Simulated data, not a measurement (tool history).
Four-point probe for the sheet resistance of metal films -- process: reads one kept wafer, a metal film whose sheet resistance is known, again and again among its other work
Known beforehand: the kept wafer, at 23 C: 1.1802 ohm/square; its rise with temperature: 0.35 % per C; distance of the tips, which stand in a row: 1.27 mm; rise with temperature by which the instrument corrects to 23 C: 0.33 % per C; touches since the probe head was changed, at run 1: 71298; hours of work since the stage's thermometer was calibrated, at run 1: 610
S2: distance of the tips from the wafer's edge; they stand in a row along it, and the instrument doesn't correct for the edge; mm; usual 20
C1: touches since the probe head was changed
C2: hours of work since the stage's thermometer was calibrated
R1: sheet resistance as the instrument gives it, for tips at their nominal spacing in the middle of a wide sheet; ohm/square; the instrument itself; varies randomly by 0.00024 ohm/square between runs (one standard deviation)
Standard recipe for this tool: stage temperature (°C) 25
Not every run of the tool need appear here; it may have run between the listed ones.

Run 1, hour 0: usual settings; C1 71298; C2 610. Result: R1 1.196506 ohm/square.
Run 2, hour 20.1: usual settings but S2 58 mm; C1 71994; C2 621. Result: R1 1.193657 ohm/square.
Run 3, hour 40.4: usual settings but S2 3 mm; C1 72694; C2 633. Result: R1 1.297685 ohm/square.
Run 4, hour 63.3: usual settings but S2 3 mm; C1 73482; C2 646. Result: R1 1.298376 ohm/square.
Run 5, hour 79.4: usual settings but S2 3 mm; C1 74038; C2 655. Result: R1 1.298164 ohm/square.
Run 6, hour 104.1: usual settings but S2 3 mm; C1 74890; C2 669. Result: R1 1.297978 ohm/square.
Run 7, hour 120.5: usual settings; C1 75456; C2 678. Result: R1 1.196778 ohm/square.
Run 8, hour 150.6: usual settings; C1 76496; C2 695. Result: R1 1.1964 ohm/square.
Run 9, hour 178.5: usual settings; C1 77458; C2 711. Result: R1 1.196828 ohm/square.
Run 10, hour 194.8: usual settings; C1 78020; C2 720. Result: R1 1.196756 ohm/square.
Run 11, hour 209: usual settings but stage temperature (°C) 23, S2 23 mm; C1 78511; C2 728. Result: R1 1.196038 ohm/square.
Run 12, hour 241.7: usual settings but stage temperature (°C) 30, S2 50 mm; C1 79639; C2 747. Result: R1 1.196392 ohm/square.
Run 13, hour 258.4: usual settings but stage temperature (°C) 30, S2 47 mm; C1 80214; C2 756. Result: R1 1.195978 ohm/square.
Run 14, hour 280.5: usual settings but stage temperature (°C) 28, S2 4 mm; C1 80978; C2 769. Result: R1 1.2565 ohm/square.
Run 15, hour 307: usual settings but stage temperature (°C) 21; C1 81890; C2 784. Result: R1 1.195932 ohm/square.

Alternative continuations, all from the tool just after run 15; predict every row:
Run A, hour 324.8: usual settings but stage temperature (°C) 20; C1 82505; C2 794. Result: R1 ?.
Run B, hour 324.8: usual settings but stage temperature (°C) 26, S2 18 mm; C1 82505; C2 794. Result: R1 ?.
Run C, hour 324.8: usual settings but stage temperature (°C) 32, S2 29 mm; C1 82505; C2 794. Result: R1 ?.
Run D, hour 324.8: usual settings but stage temperature (°C) 32, S2 6 mm; C1 82505; C2 794. Result: R1 ?.
Run E, hour 324.8: usual settings but stage temperature (°C) 20; C1 82505; C2 794. Result: R1 ?.

run        R1
  A  1.195579
  B  1.198211
  C  1.198116
  D  1.224696
  E  1.195758
Without the tool's hidden state the same runs would have given:
run        R1
  A  1.181497
  B  1.184078
  C  1.183963
  D  1.210257
  E  1.181675
